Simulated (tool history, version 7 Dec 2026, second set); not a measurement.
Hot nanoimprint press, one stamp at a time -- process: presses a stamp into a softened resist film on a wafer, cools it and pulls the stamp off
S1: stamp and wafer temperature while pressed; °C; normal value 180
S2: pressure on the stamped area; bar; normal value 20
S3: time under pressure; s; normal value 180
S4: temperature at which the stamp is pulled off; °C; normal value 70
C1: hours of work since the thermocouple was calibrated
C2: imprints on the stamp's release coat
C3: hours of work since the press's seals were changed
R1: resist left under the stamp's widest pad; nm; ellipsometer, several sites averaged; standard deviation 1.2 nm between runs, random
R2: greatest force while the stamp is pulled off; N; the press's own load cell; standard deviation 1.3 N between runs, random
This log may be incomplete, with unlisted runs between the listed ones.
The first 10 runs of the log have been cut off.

run   hour   S1    S2   S3  S4  C1   C2   C3     R1   R2
 11   77.2  180    20  180  74  47  342  136  276.1  118
 12   88.2  180    20  180  70  52  366  141    276  126
 13   97.6  180    20  180  70  57  387  146  277.4  129
 14  103.7  180    20  180  70  60  401  149    276  126
 15  110.1  180    20  180  70  63  415  152  277.3  125
 16  119.2  180    20  180  70  68  436  157  278.1  128
 17  127.5  180    20  180  70  72  455  161  275.8  127
 18  132.5  180    20  180  70  75  466  163  278.4  127
 19  140.9  176    20  180  61  79  485  168    307  152
     144.8  -- plate thermocouple calibrated
 20  152.6  176    20  180  61   4  504  172  308.1  152
 21  160.5  173    20  180  76   8  522  176  328.2  114
     168.1  -- plate thermocouple calibrated, once more
 22  174.4  173    20  180  76   3  547  181  322.9  113
 23  179.9  173    20  180  76   6  559  184  325.7  113
 24  187.2  180    20  238  70  10  575  188    252  129
 25  194.6  180    20  238  70  13  592  192  251.5  131
 26  199.4  180    20  180  72  16  603  194  274.6  126
 27  204.2  180    20  180  77  18  613  196  278.2  114
 28  213.4  180    20  180  77  23  634  201  276.7  110
 29  223.4  189    20  338  77  28  657  206  179.2  112
 30  229.8  191  27.9  112  75  31  671  209  210.1  119

4 options for the next run, each taken on its own from the tool as it stands now. Forecast them:
  A  236.1  180  16.5  176  70  34  685  212   ?   ?
  B  236.1  191  27.9   94  75  34  685  212   ?   ?
  C  236.1  180    20  290  77  34  685  212   ?   ?
  D  236.1  191  28.9  112  75  34  685  212   ?   ?

run     R1   R2
  A  303.3  132
  B  223.2  116
  C  238.6  113
  D  207.6  118
With the hidden condition removed and each run's random variation left untouched, the same runs would have given:
run     R1   R2
  A  300.5  123
  B  219.7  108
  C  235.6  105
  D  204.1  110

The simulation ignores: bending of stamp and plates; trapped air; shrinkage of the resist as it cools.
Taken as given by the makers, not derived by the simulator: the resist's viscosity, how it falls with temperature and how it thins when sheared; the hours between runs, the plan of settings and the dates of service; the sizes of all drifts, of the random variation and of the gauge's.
